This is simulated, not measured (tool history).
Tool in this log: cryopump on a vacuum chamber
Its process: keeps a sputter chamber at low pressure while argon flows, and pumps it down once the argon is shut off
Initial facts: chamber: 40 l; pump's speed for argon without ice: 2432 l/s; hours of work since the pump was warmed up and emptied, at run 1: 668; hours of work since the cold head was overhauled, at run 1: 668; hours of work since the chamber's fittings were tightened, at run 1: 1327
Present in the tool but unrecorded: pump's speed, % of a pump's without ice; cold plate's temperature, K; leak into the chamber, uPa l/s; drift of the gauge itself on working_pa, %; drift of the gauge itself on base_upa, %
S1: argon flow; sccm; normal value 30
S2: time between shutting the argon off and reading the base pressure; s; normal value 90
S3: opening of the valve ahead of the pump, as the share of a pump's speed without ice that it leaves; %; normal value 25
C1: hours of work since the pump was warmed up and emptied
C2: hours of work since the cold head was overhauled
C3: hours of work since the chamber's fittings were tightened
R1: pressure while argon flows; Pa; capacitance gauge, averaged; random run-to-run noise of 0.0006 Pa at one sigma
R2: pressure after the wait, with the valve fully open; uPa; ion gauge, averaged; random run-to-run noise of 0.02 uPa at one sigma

run,hour,S1,S2,S3,C1,C2,C3,R1,R2
1,0,30,90,25,668,668,1327,0.0872,0.56
2,37.4,30,90,25,687,687,1346,0.0879,0.58
3,74.3,30,90,25,705,705,1364,0.0883,0.57
4,104,30,22,25,720,720,1379,0.0881,1.11
5,162.9,30,90,25,749,749,1409,0.0893,0.58
6,194.3,30,90,22,765,765,1424,0.0991,0.6
7,259.5,30,90,22,798,798,1457,0.1004,0.59
8,298.4,30,90,22,817,817,1476,0.0994,0.65
9,333.7,30,90,22,835,835,1494,0.1001,0.61
10,398.1,34,90,25,867,867,1526,0.1012,0.65
11,435.7,34,90,25,886,886,1545,0.1019,0.62
12,476.9,30,98,25,906,906,1566,0.089,0.63
13,515.2,30,98,25,925,925,1585,0.0905,0.64
14,573.2,30,98,25,955,955,1614,0.0911,0.63
15,624.2,30,98,25,980,980,1639,0.0902,0.72
16,665.5,17,90,25,1001,1001,1660,0.051,0.67
17,706,17,90,25,1021,1021,1680,0.0522,0.68
18,753.7,14,90,53,1045,1045,1704,0.0215,0.75
19,802.9,14,90,53,1069,1069,1729,0.0228,0.7
# hour 869.7: pump warmed up, emptied and cooled again
20,869.7,39,101,55,0,1100,1760,0.0499,0.57
21,923.6,30,185,28,27,1127,1787,0.076,0.51
22,981.3,49,87,15,56,1156,1815,0.2299,0.57
23,1047.1,49,87,15,89,1189,1848,0.228,0.63
24,1094.7,21,283,49,112,1213,1872,0.0305,0.46
25,1125.9,21,283,49,128,1228,1888,0.0315,0.52
26,1190.5,21,21,49,160,1261,1920,0.0312,1.21
27,1237.1,21,21,49,184,1284,1943,0.0303,1.22
28,1287.1,53,91,27,209,1309,1968,0.1399,0.59
29,1337.7,38,21,34,234,1334,1994,0.0803,1.24
30,1392.4,50,22,59,261,1362,2021,0.0623,1.19
31,1453,50,22,59,292,1392,2051,0.0624,1.2
32,1483.7,19,90,25,307,1407,2067,0.054,0.65
33,1533.1,19,90,25,332,1432,2091,0.0542,0.65
34,1584.5,21,30,46,357,1458,2117,0.0337,1

3 ways to go on from here, each from the tool as it stands after run 34. What would each give?
A,1615.1,21,49,28,373,1473,2132,?,?
B,1615.1,44,77,46,373,1473,2132,?,?
C,1615.1,31,156,33,373,1473,2132,?,?

run,R1,R2
A,0.0541,0.78
B,0.0695,0.68
C,0.0678,0.6
Stripped of hidden state, with their random variation kept, the same runs would have yielded:
run,R1,R2
A,0.0522,0.41
B,0.0655,0.3
C,0.065,0.22

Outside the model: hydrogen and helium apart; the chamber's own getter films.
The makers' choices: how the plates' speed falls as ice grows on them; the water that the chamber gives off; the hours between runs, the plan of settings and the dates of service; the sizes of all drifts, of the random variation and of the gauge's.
